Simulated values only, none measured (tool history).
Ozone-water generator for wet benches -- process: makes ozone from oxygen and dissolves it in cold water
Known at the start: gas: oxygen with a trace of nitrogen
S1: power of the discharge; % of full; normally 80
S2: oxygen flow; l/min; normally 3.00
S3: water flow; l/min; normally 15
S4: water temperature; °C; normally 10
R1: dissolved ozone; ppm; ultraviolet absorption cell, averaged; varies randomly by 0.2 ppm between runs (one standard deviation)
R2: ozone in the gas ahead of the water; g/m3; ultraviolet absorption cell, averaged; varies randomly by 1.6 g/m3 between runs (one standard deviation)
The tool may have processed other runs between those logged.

Run 1, hour 0.0: usual settings. Result: R1 28.1 ppm, R2 308.4 g/m3.
Run 2, hour 82.8: usual settings. Result: R1 28.1 ppm, R2 311.1 g/m3.
Run 3, hour 144.2: usual settings. Result: R1 28.0 ppm, R2 306.1 g/m3.
Run 4, hour 226.7: usual settings. Result: R1 27.8 ppm, R2 310.1 g/m3.
At hour 278.7: water thermometer calibrated.
Run 5, hour 329.0: usual settings but S4 16 °C. Result: R1 26.6 ppm, R2 310.7 g/m3.
Run 6, hour 403.3: usual settings but S4 16 °C. Result: R1 26.0 ppm, R2 308.8 g/m3.
Run 7, hour 458.2: usual settings but S3 18 l/min. Result: R1 23.3 ppm, R2 312.0 g/m3.
Run 8, hour 515.6: usual settings but S3 18 l/min. Result: R1 23.3 ppm, R2 309.1 g/m3.
Run 9, hour 576.0: usual settings. Result: R1 28.0 ppm, R2 312.1 g/m3.
Run 10, hour 698.9: usual settings. Result: R1 28.5 ppm, R2 310.1 g/m3.
Run 11, hour 765.9: usual settings. Result: R1 28.0 ppm, R2 314.8 g/m3.
Run 12, hour 820.4: usual settings but S1 89 % of full, S2 3.05 l/min, S3 21 l/min, S4 11 °C. Result: R1 21.6 ppm, R2 339.3 g/m3.
Run 13, hour 896.1: usual settings but S2 4.84 l/min. Result: R1 27.8 ppm, R2 233.2 g/m3.
Run 14, hour 952.2: usual settings but S1 55 % of full, S2 2.23 l/min, S3 16 l/min, S4 5 °C. Result: R1 19.4 ppm, R2 275.8 g/m3.
Run 15, hour 1033.4: usual settings but S1 55 % of full, S2 5.03 l/min, S3 10 l/min, S4 5 °C. Result: R1 30.5 ppm, R2 168.1 g/m3.
Run 16, hour 1090.2: usual settings but S1 55 % of full, S2 5.03 l/min, S3 10 l/min, S4 5 °C. Result: R1 30.2 ppm, R2 167.1 g/m3.
Run 17, hour 1147.2: usual settings but S1 91 % of full, S4 12 °C. Result: R1 30.2 ppm, R2 348.4 g/m3.
Run 18, hour 1238.1: usual settings but S3 21 l/min. Result: R1 20.1 ppm, R2 315.7 g/m3.
Run 19, hour 1342.0: usual settings but S1 76 % of full, S3 21 l/min. Result: R1 19.0 ppm, R2 302.2 g/m3.
Run 20, hour 1407.8: usual settings but S1 76 % of full, S3 21 l/min. Result: R1 19.1 ppm, R2 303.9 g/m3.

Forecast each of these 3 alternatives for the next run:
Run A, hour 1464.9: usual settings but S1 76 % of full, S3 21 l/min, S4 18 °C. Result: R1 ?, R2 ?.
Run B, hour 1464.9: usual settings but S1 56 % of full, S3 13 l/min. Result: R1 ?, R2 ?.
Run C, hour 1464.9: usual settings but S2 1.66 l/min, S3 16 l/min, S4 9 °C. Result: R1 ?, R2 ?.

run    R1     R2
  A  17.6  300.9
  B  23.6  235.0
  C  24.7  454.0
Without the tool's hidden state the same runs would have given:
run    R1     R2
  A  17.7  294.0
  B  23.6  229.5
  C  24.7  443.5
